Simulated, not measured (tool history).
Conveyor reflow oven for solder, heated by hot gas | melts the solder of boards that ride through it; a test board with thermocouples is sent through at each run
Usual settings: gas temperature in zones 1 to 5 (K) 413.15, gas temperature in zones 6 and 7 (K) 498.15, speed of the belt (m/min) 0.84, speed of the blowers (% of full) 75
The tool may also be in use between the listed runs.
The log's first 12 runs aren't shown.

run,hour,gas temperature in zones 1 to 5 (K),gas temperature in zones 6 and 7 (K),speed of the belt (m/min),speed of the blowers (% of full),hours of work since the flux was cleaned out,hours of work since the belt drive was overhauled,hours of work since the thermocouples were changed,highest temperature of the board (K),time above the solder's melting point (s)
13,318.9,413.15,498.15,0.84,89,60,590,216,481.65,34.3
14,343.7,413.15,498.15,0.991,75,72,602,228,475.25,22
15,374.4,413.15,498.15,0.991,75,86,616,242,474.75,22.6
16,399.7,413.15,498.15,0.991,75,99,628,255,474.85,22.5
17,429,422.15,492.15,0.786,75,113,642,269,478.85,36.2
18,446,422.15,507.15,0.941,75,121,651,277,485.25,33.6
19,484,428.15,505.15,0.84,62,139,669,295,485.65,40.5
20,509.9,428.15,505.15,0.84,62,151,681,307,486.95,40.1
21,548.2,428.15,505.15,0.84,62,170,700,326,486.45,40.2
22,576.4,413.15,497.15,0.84,75,183,713,339,478.75,30.2
23,606.3,419.15,503.15,0.94,84,198,727,354,482.45,30.1
24,635.2,413.15,496.15,0.889,62,211,741,367,473.05,23.9
25,660.9,410.15,492.15,0.889,62,224,754,380,469.45,19.5
26,696.6,423.15,498.15,0.84,59,241,771,397,478.95,32.6
27,734.9,423.15,510.15,0.716,77,259,789,415,495.45,51.8
28,769.2,423.15,512.15,0.744,77,276,806,432,496.75,49.7
29,805.2,404.15,498.15,0.84,75,293,823,449,475.85,26.7
30,838.2,404.15,506.15,0.84,57,309,839,465,479.65,28.1

Forecast each of these 4 alternatives for the next run:
A,870.6,413.15,509.15,0.696,75,324,854,480,?,?
B,870.6,419.15,507.15,0.84,75,324,854,480,?,?
C,870.6,416.15,492.15,0.84,78,324,854,480,?,?
D,870.6,419.15,488.15,0.84,75,324,854,480,?,?

run,highest temperature of the board (K),time above the solder's melting point (s)
A,493.55,48.8
B,486.75,38.2
C,474.25,27.7
D,471.45,25.8
Without the tool's hidden state the same runs would have given:
run,highest temperature of the board (K),time above the solder's melting point (s)
A,496.25,49.3
B,489.75,39.3
C,476.95,29.9
D,473.95,28.3
